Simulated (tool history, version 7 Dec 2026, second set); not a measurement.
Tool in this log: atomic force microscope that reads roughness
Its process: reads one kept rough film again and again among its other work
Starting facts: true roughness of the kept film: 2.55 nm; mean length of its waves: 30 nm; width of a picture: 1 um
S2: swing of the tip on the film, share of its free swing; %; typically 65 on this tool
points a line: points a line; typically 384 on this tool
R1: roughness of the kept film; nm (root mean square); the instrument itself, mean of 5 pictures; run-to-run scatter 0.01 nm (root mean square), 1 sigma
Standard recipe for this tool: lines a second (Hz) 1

run 1 hour=0 | lines_a_second_(Hz)=1 S2=65 points_a_line=384 | R1=2.111
run 2 hour=10.4 | lines_a_second_(Hz)=1 S2=73 points_a_line=384 | R1=2.069
run 3 hour=23.7 | lines_a_second_(Hz)=1 S2=65 points_a_line=384 | R1=2.1
run 4 hour=34.7 | lines_a_second_(Hz)=1 S2=65 points_a_line=384 | R1=2.086
-- hour=41.3 new tip fitted
run 5 hour=50.4 | lines_a_second_(Hz)=1 S2=65 points_a_line=384 | R1=2.275
run 6 hour=63.7 | lines_a_second_(Hz)=1 S2=65 points_a_line=384 | R1=2.266
run 7 hour=74.2 | lines_a_second_(Hz)=1 S2=65 points_a_line=384 | R1=2.242
run 8 hour=85 | lines_a_second_(Hz)=1 S2=65 points_a_line=384 | R1=2.211
run 9 hour=94.3 | lines_a_second_(Hz)=1 S2=67 points_a_line=384 | R1=2.208
run 10 hour=109.7 | lines_a_second_(Hz)=1 S2=67 points_a_line=384 | R1=2.158
run 11 hour=121.5 | lines_a_second_(Hz)=1 S2=67 points_a_line=384 | R1=2.14
run 12 hour=131.5 | lines_a_second_(Hz)=1 S2=67 points_a_line=384 | R1=2.146
run 13 hour=146.2 | lines_a_second_(Hz)=1 S2=65 points_a_line=384 | R1=2.127
run 14 hour=157.2 | lines_a_second_(Hz)=1 S2=65 points_a_line=425 | R1=2.119
run 15 hour=165.6 | lines_a_second_(Hz)=1 S2=65 points_a_line=425 | R1=2.111
run 16 hour=173.1 | lines_a_second_(Hz)=1 S2=77 points_a_line=384 | R1=2.012
run 17 hour=189.8 | lines_a_second_(Hz)=1 S2=77 points_a_line=384 | R1=1.97
-- hour=196.5 new tip fitted
run 18 hour=207.2 | lines_a_second_(Hz)=1 S2=77 points_a_line=384 | R1=2.175
run 19 hour=223.7 | lines_a_second_(Hz)=1 S2=77 points_a_line=384 | R1=2.138
run 20 hour=234.4 | lines_a_second_(Hz)=1 S2=77 points_a_line=384 | R1=2.124
run 21 hour=241.7 | lines_a_second_(Hz)=1 S2=77 points_a_line=384 | R1=2.134
run 22 hour=254.4 | lines_a_second_(Hz)=1 S2=77 points_a_line=384 | R1=2.091
run 23 hour=267.2 | lines_a_second_(Hz)=1 S2=65 points_a_line=384 | R1=2.169
run 24 hour=279.9 | lines_a_second_(Hz)=1 S2=65 points_a_line=384 | R1=2.167
run 25 hour=294.3 | lines_a_second_(Hz)=1 S2=65 points_a_line=384 | R1=2.128
run 26 hour=307.7 | lines_a_second_(Hz)=1 S2=65 points_a_line=384 | R1=2.107
run 27 hour=314.8 | lines_a_second_(Hz)=3.77 S2=67 points_a_line=912 | R1=1.861
run 28 hour=328 | lines_a_second_(Hz)=2.29 S2=65 points_a_line=658 | R1=1.969
run 29 hour=335.4 | lines_a_second_(Hz)=2.29 S2=65 points_a_line=658 | R1=1.965
-- hour=351.3 new tip fitted
run 30 hour=351.7 | lines_a_second_(Hz)=2.29 S2=65 points_a_line=658 | R1=2.172
run 31 hour=361.4 | lines_a_second_(Hz)=1 S2=65 points_a_line=350 | R1=2.275
run 32 hour=369.8 | lines_a_second_(Hz)=1.32 S2=69 points_a_line=269 | R1=2.158
run 33 hour=380.4 | lines_a_second_(Hz)=1.32 S2=69 points_a_line=269 | R1=2.151
run 34 hour=388.3 | lines_a_second_(Hz)=0.97 S2=65 points_a_line=914 | R1=2.259
run 35 hour=401.4 | lines_a_second_(Hz)=1.37 S2=59 points_a_line=387 | R1=2.215
run 36 hour=412.8 | lines_a_second_(Hz)=2.5 S2=72 points_a_line=594 | R1=1.959
run 37 hour=423.6 | lines_a_second_(Hz)=2.5 S2=72 points_a_line=594 | R1=1.947
run 38 hour=432.4 | lines_a_second_(Hz)=1 S2=65 points_a_line=744 | R1=2.169
run 39 hour=447.4 | lines_a_second_(Hz)=3.53 S2=66 points_a_line=384 | R1=1.909
run 40 hour=464.3 | lines_a_second_(Hz)=0.57 S2=73 points_a_line=446 | R1=2.11
run 41 hour=480.1 | lines_a_second_(Hz)=0.57 S2=73 points_a_line=446 | R1=2.085
run 42 hour=496.8 | lines_a_second_(Hz)=0.57 S2=73 points_a_line=446 | R1=2.059

What will run 43 give?
-- hour=505.6 new tip fitted
run 43 hour=508.7 | lines_a_second_(Hz)=2.93 S2=70 points_a_line=438 | R1=?

R1: 2.022 nm (root mean square)
The same run, on a tool lacking any hidden state, would have yielded R1 2.034 nm (root mean square).
